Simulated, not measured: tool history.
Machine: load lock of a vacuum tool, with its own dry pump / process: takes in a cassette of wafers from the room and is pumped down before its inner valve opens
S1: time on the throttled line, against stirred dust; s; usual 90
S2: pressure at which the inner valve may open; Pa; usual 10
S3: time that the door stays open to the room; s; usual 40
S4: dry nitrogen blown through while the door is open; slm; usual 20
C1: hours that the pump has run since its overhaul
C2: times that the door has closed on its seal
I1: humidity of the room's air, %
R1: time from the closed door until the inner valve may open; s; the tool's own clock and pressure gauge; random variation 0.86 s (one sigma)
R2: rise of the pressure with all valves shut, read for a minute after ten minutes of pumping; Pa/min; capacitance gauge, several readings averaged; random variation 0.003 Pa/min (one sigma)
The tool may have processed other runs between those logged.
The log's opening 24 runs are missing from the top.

Run 25, day 496.875: usual settings but S1 141 s, S2 18 Pa, S3 167 s, S4 7 slm; C1 14240; C2 11863; I1 42.2. Result: R1 179.1 s, R2 0.199 Pa/min.
Run 26, day 512.108: usual settings but S2 19 Pa, S3 134 s; C1 14606; C2 12427; I1 44. Result: R1 137.7 s, R2 0.191 Pa/min.
Run 27, day 535.821: usual settings but S1 160 s, S2 9 Pa, S3 117 s; C1 15175; C2 13304; I1 47.2. Result: R1 200.3 s, R2 0.203 Pa/min.
Run 28, day 547.125: usual settings but S1 80 s, S2 18 Pa, S4 30 slm; C1 15446; C2 13722; I1 43. Result: R1 131.1 s, R2 0.202 Pa/min.
At day 549.471: dry pump taken out, an overhauled one fitted.
Run 29, day 561.858: usual settings but S1 75 s, S2 9 Pa, S3 148 s, S4 11 slm; C1 297; C2 14258; I1 47.3. Result: R1 123.4 s, R2 0.244 Pa/min.
Run 30, day 580.162: usual settings but S1 158 s, S2 9 Pa; C1 737; C2 14935; I1 43.3. Result: R1 192.1 s, R2 0.229 Pa/min.
Run 31, day 600.846: usual settings but S1 95 s, S2 13 Pa, S3 98 s, S4 10 slm; C1 1233; C2 15700; I1 46.7. Result: R1 139.5 s, R2 0.269 Pa/min.
Run 32, day 625.912: usual settings but S4 38 slm; C1 1835; C2 16627; I1 41.9. Result: R1 135.4 s, R2 0.259 Pa/min.
Run 33, day 640.079: usual settings but S1 118 s, S2 18 Pa, S4 5 slm; C1 2175; C2 17151; I1 44.1. Result: R1 156.3 s, R2 0.288 Pa/min.
Run 34, day 658.192: usual settings but S1 109 s, S2 12 Pa; C1 2609; C2 17821; I1 43.1. Result: R1 150 s, R2 0.305 Pa/min.
Run 35, day 680.271: usual settings but S3 35 s, S4 14 slm; C1 3139; C2 18637; I1 40.6. Result: R1 135.8 s, R2 0.317 Pa/min.
Run 36, day 699.25: usual settings but S3 35 s, S4 14 slm; C1 3595; C2 19339; I1 43.3. Result: R1 135.3 s, R2 0.324 Pa/min.

Consider 5 possible next runs. They are alternatives, not a sequence: every one starts from the tool as it was left by run 36. What does each give?
Run A, day 720.325: usual settings but S1 165 s, S2 8 Pa, S3 57 s, S4 14 slm; C1 4100; C2 20119; I1 43.8. Result: R1 ?, R2 ?.
Run B, day 720.325: usual settings but S1 83 s, S3 48 s; C1 4100; C2 20119; I1 45.9. Result: R1 ?, R2 ?.
Run C, day 720.325: usual settings but S1 126 s; C1 4100; C2 20119; I1 47. Result: R1 ?, R2 ?.
Run D, day 720.325: usual settings but S1 99 s, S2 9 Pa, S3 35 s, S4 4 slm; C1 4100; C2 20119; I1 44.4. Result: R1 ?, R2 ?.
Run E, day 720.325: usual settings but S2 16 Pa, S4 7 slm; C1 4100; C2 20119; I1 47.5. Result: R1 ?, R2 ?.

run     R1     R2
  A  201.6  0.347
  B  129.4   0.35
  C  164.4  0.341
  D  143.4  0.356
  E  133.6  0.361
With no hidden state in the tool, these same runs would have given:
run     R1     R2
  A  200.8  0.022
  B  128.2  0.022
  C  163.5  0.017
  D  142.4   0.03
  E  132.6  0.029
